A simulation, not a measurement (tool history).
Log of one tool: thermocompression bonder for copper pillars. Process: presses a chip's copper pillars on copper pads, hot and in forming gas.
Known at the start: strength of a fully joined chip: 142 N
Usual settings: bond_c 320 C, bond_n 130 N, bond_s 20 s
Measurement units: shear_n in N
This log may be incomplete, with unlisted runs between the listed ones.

Run 1, hour 0: usual settings. Result: shear_n 87.2 N.
Run 2, hour 29: usual settings. Result: shear_n 87.3 N.
Run 3, hour 59.7: usual settings but bond_c 328 C. Result: shear_n 93.5 N.
Run 4, hour 80.4: usual settings but bond_c 328 C. Result: shear_n 92.9 N.
Run 5, hour 98.2: usual settings but bond_s 10 s. Result: shear_n 69.6 N.
Run 6, hour 128.1: usual settings but bond_c 318 C. Result: shear_n 85.5 N.
Run 7, hour 148.7: usual settings but bond_c 318 C. Result: shear_n 85.5 N.
Run 8, hour 160.8: usual settings but bond_c 318 C. Result: shear_n 85.3 N.
Run 9, hour 175.4: usual settings. Result: shear_n 86.3 N.
Run 10, hour 197.4: usual settings. Result: shear_n 87 N.
Run 11, hour 221.8: usual settings. Result: shear_n 87.5 N.
Run 12, hour 241.4: usual settings. Result: shear_n 86.7 N.
Run 13, hour 270.9: usual settings but bond_s 24 s. Result: shear_n 91.7 N.
Run 14, hour 289.5: usual settings but bond_c 324 C, bond_s 24 s. Result: shear_n 94.5 N.
Run 15, hour 316.8: usual settings but bond_c 324 C, bond_s 24 s. Result: shear_n 95.5 N.
Run 16, hour 343.6: usual settings but bond_c 324 C, bond_s 24 s. Result: shear_n 95.4 N.
Run 17, hour 361.9: usual settings but bond_c 324 C, bond_s 24 s. Result: shear_n 95.2 N.
Run 18, hour 391.2: usual settings but bond_c 318 C. Result: shear_n 85.5 N.
Run 19, hour 412.8: usual settings but bond_c 331 C. Result: shear_n 95.3 N.
Run 20, hour 430.5: usual settings but bond_c 331 C, bond_n 194 N. Result: shear_n 108.5 N.
Run 21, hour 447.8: usual settings but bond_c 325 C, bond_n 192 N, bond_s 33 s. Result: shear_n 114.6 N.
Run 22, hour 464: usual settings but bond_s 13 s. Result: shear_n 75.5 N.
Run 23, hour 483.9: usual settings but bond_c 291 C, bond_n 98 N, bond_s 14 s. Result: shear_n 48.9 N.
Run 24, hour 495.9: usual settings but bond_c 291 C, bond_n 98 N, bond_s 14 s. Result: shear_n 48.8 N.
Run 25, hour 510.8: usual settings but bond_c 328 C, bond_n 119 N, bond_s 50 s. Result: shear_n 112.7 N.
Run 26, hour 537.5: usual settings but bond_c 307 C, bond_n 143 N, bond_s 22 s. Result: shear_n 82.4 N.
Run 27, hour 563.9: usual settings but bond_c 305 C, bond_n 175 N. Result: shear_n 85.4 N.
Run 28, hour 576.4: usual settings but bond_c 315 C, bond_n 175 N, bond_s 38 s. Result: shear_n 109.1 N.
Run 29, hour 603.2: usual settings but bond_c 325 C, bond_n 86 N, bond_s 31 s. Result: shear_n 88.3 N.
Run 30, hour 622.5: usual settings but bond_c 333 C, bond_n 143 N, bond_s 40 s. Result: shear_n 116.1 N.
Run 31, hour 644.1: usual settings but bond_c 323 C, bond_n 143 N, bond_s 40 s. Result: shear_n 109.9 N.
Run 32, hour 663.7: usual settings but bond_c 323 C, bond_n 143 N, bond_s 40 s. Result: shear_n 109.8 N.
Run 33, hour 683.3: usual settings but bond_c 348 C, bond_n 92 N, bond_s 17 s. Result: shear_n 92 N.
Run 34, hour 705.7: usual settings but bond_c 348 C, bond_n 92 N, bond_s 17 s. Result: shear_n 91.9 N.
Run 35, hour 724.2: usual settings but bond_c 314 C, bond_s 10 s. Result: shear_n 65 N.
Run 36, hour 752.2: usual settings but bond_c 316 C, bond_n 90 N, bond_s 32 s. Result: shear_n 84 N.
Run 37, hour 771.5: usual settings but bond_c 329 C, bond_n 86 N, bond_s 21 s. Result: shear_n 81.6 N.
Run 38, hour 789.1: usual settings but bond_c 329 C, bond_n 158 N, bond_s 18 s. Result: shear_n 98.5 N.
Run 39, hour 812.7: usual settings but bond_c 332 C, bond_s 25 s. Result: shear_n 102.3 N.
Run 40, hour 831: usual settings but bond_c 332 C, bond_s 25 s. Result: shear_n 101.2 N.

Not shown here: 3 entries made in the log between runs. Locate each between two listed runs and compare the hidden state at the listed run before it with the hidden state at the listed run after it:
After run 1, before run 2: forming gas filter changed (hour 4.9)
  oxide that the forming gas leaves, % of the face: 0.55 -> 0.5
After run 2, before run 3: heater calibrated with a thermocouple chip (hour 38.6)
  true temperature of the bond over the reading, C: 0.3 -> 0; oxide that the forming gas leaves, % of the face: 0.5 -> 0.51
After run 25, before run 26: forming gas filter changed (hour 531.4)
  oxide that the forming gas leaves, % of the face: 0.55 -> 0.5
